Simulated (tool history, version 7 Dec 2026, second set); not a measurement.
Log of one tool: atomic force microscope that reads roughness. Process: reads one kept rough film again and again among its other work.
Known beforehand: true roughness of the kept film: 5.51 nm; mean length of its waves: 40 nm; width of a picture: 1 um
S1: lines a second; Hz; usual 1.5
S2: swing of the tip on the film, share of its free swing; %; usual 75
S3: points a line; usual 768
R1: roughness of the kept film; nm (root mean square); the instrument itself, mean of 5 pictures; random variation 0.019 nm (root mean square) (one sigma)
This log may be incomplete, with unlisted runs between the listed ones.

run,hour,S1,S2,S3,R1
1,0,1.5,75,768,4.721
2,27.5,1.5,75,768,4.678
3,54,1.5,75,768,4.712
4,74.8,0.95,75,768,4.829
5,114,0.95,75,768,4.814
6,137.5,0.95,75,768,4.784
7,155,0.95,75,768,4.795
8,185.4,1.5,75,645,4.651
9,220.8,1.5,75,645,4.703
10,259.1,1.04,75,338,4.803
11,285.3,1.04,75,338,4.763
12,322.3,1.5,75,832,4.701
13,352.8,1.5,75,832,4.686
14,380.4,1.18,58,768,4.907
15,399.1,1.88,60,550,4.812
16,422.5,1.5,63,930,4.859
17,451.8,1.29,63,272,4.855
18,481.3,0.98,89,768,4.61

The log once held 4 entries between its listed runs, left out of this copy. Where does each go, and what is different about the tool's unlogged condition between the listed run before it and the listed run after it?
Logged between run 4 and run 5: new tip fitted (hour 90.6)
  radius of the tip, nm: 7.1 -> 7
Logged between run 8 and run 9: new tip fitted (hour 203.2)
  radius of the tip, nm: 7.1 -> 7
Logged between run 11 and run 12: new tip fitted (hour 316.4)
  radius of the tip, nm: 7.1 -> 7
Logged between run 16 and run 17: new tip fitted (hour 430)
  radius of the tip, nm: 7.1 -> 7

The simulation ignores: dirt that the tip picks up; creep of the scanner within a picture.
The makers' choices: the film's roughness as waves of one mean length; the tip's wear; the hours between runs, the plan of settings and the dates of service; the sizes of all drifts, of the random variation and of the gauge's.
